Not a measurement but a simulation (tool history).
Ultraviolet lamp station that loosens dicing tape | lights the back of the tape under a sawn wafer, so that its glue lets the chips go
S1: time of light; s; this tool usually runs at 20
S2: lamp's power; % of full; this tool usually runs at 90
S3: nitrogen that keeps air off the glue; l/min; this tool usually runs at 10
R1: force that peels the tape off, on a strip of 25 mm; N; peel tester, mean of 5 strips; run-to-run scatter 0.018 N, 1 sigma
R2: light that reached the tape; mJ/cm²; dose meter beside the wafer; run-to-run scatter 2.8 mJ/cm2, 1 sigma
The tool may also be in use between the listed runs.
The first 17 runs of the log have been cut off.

run	hour	S1	S2	S3	R1	R2
18	426.2	20	90	12	2.122	239
19	453.5	20	90	12	2.106	234
20	487.3	20	90	12	2.244	221
21	509.0	20	90	12	2.355	221
# hour 518.7: window cleaned of glue's vapour, once more
22	535.5	20	90	12	1.294	312
23	554.5	20	90	6	1.879	312
24	585.4	20	90	6	1.978	303
25	608.5	20	90	6	2.042	302
26	632.3	20	90	16	1.198	298
27	655.6	20	90	16	1.273	289
28	680.5	11	78	10	4.001	138
29	702.6	31	78	10	0.935	374
30	732.7	20	97	8	1.750	293
31	762.3	39	97	10	0.327	558
32	782.4	39	97	14	0.254	559
33	806.6	13	64	7	5.065	123
34	827.5	20	90	4	3.134	255
35	845.9	10	68	10	5.366	96
36	860.1	18	74	7	3.565	183
37	888.0	20	100	3	3.264	268
38	906.0	25	84	4	2.746	281
39	929.3	18	90	3	4.135	210
40	944.8	20	90	5	3.027	237
# hour 970.6: window cleaned of glue's vapour
41	978.3	20	82	5	2.880	253
42	1007.6	20	82	5	2.845	246

4 options for the next run, each taken on its own from the tool as it stands now. Forecast them:
A	1035.1	12	67	10	?	?
B	1035.1	11	88	7	?	?
C	1035.1	34	79	9	?	?
D	1035.1	19	63	10	?	?

run	R1	R2
A	4.714	116
B	4.515	143
C	0.908	392
D	3.264	180
What these runs would have given with no unlogged condition in the tool:
run	R1	R2
A	3.284	173
B	3.065	212
C	0.312	582
D	1.910	266
